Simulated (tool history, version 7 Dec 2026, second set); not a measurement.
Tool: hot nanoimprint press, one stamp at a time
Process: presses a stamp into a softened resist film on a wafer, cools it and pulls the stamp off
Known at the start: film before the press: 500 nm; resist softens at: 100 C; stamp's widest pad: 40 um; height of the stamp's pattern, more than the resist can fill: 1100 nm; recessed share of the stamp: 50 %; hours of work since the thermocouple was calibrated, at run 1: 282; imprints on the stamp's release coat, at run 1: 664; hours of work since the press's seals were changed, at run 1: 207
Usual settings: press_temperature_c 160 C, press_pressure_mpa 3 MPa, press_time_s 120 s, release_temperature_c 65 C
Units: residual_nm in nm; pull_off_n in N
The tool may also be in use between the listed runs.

run	hour	press_temperature_c	press_pressure_mpa	press_time_s	release_temperature_c	hours of work since the thermocouple was calibrated	imprints on the stamp's release coat	hours of work since the press's seals were changed	residual_nm	pull_off_n
1	0	160	3	120	65	282	664	207	295.1	189
2	60.9	160	3	120	65	323	862	247	292.9	197
3	97.3	160	3	120	65	347	979	272	295	194
# hour 142.9: stamp cleaned and given a new release coat
4	154.8	160	3	120	65	382	38	306	293.7	192
5	192.6	160	3	120	65	407	160	331	296.2	190
6	231.6	160	3	120	65	433	287	358	293.8	195
7	281.5	160	3	117	65	466	448	391	294.4	200
8	338.6	160	3	117	65	504	633	429	294.8	194
9	413.1	160	3	117	65	554	874	479	295.9	192
# hour 429.1: plate thermocouple calibrated
10	454.9	160	3	120	65	17	1000	505	295.6	187
# hour 493.8: stamp cleaned and given a new release coat
11	536.7	160	3	120	65	68	139	555	290.8	189
12	592	160	3	120	65	105	318	592	292.1	198
13	660.8	160	3	120	65	151	541	638	292.7	190
# hour 695.6: press's hydraulic seals changed and the load cell set to zero
14	742.5	160	3	120	65	200	779	31	292.8	189
15	816.7	160	3	120	65	250	1020	81	295.6	194
# hour 851.1: stamp cleaned and given a new release coat
16	886.6	160	3	120	65	292	115	124	292	190

The next listed run, before its measurement:
17	935.9	160	3	70	67	325	274	157	?	?

Run 17 gave residual_nm 349.1 nm, pull_off_n 190 N.
Without the tool's hidden state the same run would have given residual_nm 349.5 nm, pull_off_n 190 N.

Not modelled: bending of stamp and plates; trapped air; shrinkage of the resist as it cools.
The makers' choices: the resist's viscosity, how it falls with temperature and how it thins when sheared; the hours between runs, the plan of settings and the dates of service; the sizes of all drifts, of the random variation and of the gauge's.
